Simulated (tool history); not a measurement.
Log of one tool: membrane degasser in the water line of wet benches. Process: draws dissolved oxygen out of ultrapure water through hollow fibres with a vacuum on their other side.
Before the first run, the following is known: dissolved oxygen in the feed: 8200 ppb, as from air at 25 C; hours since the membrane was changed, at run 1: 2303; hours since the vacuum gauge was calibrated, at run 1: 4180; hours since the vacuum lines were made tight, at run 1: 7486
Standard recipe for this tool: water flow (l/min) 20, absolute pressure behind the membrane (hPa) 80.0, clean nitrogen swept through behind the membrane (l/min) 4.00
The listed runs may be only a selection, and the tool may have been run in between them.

run	hour	water flow (l/min)	absolute pressure behind the membrane (hPa)	clean nitrogen swept through behind the membrane (l/min)	hours since the membrane was changed	hours since the vacuum gauge was calibrated	hours since the vacuum lines were made tight	dissolved oxygen in the water behind the degasser (ppb)	pressure that the water loses in the fibres (hPa)
1	0.0	20	80.0	4.00	2303	4180	7486	76.5	624.3
2	185.0	20	80.0	8.12	2488	4365	7671	46.3	631.7
3	322.1	20	80.0	8.12	2625	4502	7808	46.2	625.0
4	441.0	20	80.0	8.12	2744	4621	7927	45.4	624.6
5	568.0	20	80.0	8.12	2871	4748	8054	46.4	626.4
6	719.9	20	80.0	8.12	3023	4900	8206	45.5	627.0
7	840.3	20	80.0	8.12	3143	5020	8326	47.0	620.4
8	968.2	20	80.0	8.12	3271	5148	8454	46.7	624.6
9	1129.9	20	80.0	4.00	3433	5310	8616	79.4	625.7
10	1315.6	20	80.0	4.00	3618	5496	8801	78.6	625.6
11	1479.8	20	153.2	4.00	3782	5660	8966	164.3	624.8
12	1589.0	20	153.2	4.00	3892	5769	9075	165.6	633.4
13	1791.6	20	153.2	4.00	4094	5972	9277	166.8	630.3
# hour 1827.9: seals of the vacuum lines changed
14	1922.9	20	153.2	4.00	4223	6101	95	167.0	628.3
# hour 1952.7: vacuum gauge calibrated
15	2103.2	20	80.0	4.00	4403	150	275	82.7	627.8
16	2237.0	20	80.0	2.61	4537	284	409	116.2	626.2
17	2424.1	16	80.0	6.52	4724	471	596	41.7	503.7
# hour 2463.7: vacuum gauge calibrated, once more
18	2548.0	20	63.5	4.40	4848	84	719	50.3	630.9
19	2706.6	20	63.5	4.40	5006	243	878	51.5	628.0
20	2864.6	20	63.5	4.40	5164	401	1036	50.8	628.5
21	2948.6	18	115.4	2.45	5248	485	1120	160.8	571.9
22	3053.3	18	115.4	7.12	5353	590	1224	65.5	568.8
23	3171.7	13	168.5	2.04	5471	708	1343	213.6	410.0
24	3350.9	20	94.0	7.74	5651	887	1522	56.0	633.0
25	3546.1	20	94.0	7.74	5846	1082	1717	55.5	636.3
26	3703.0	20	94.0	7.74	6003	1239	1874	56.3	632.8
27	3902.2	14	126.3	10.40	6202	1438	2073	38.5	444.4
28	4105.1	24	129.3	1.99	6405	1641	2276	291.7	763.6
29	4277.9	16	80.0	8.36	6578	1814	2449	32.7	506.5
30	4421.5	16	80.0	8.36	6721	1958	2593	33.2	506.6

Run 31 is up next; what results do you expect?
31	4549.7	25	51.7	8.36	6849	2086	2721	?	?

dissolved oxygen in the water behind the degasser (ppb): 41.1
pressure that the water loses in the fibres (hPa): 789.8
Without the tool's hidden state the same run would have given dissolved oxygen in the water behind the degasser (ppb) 36.3, pressure that the water loses in the fibres (hPa) 770.3.
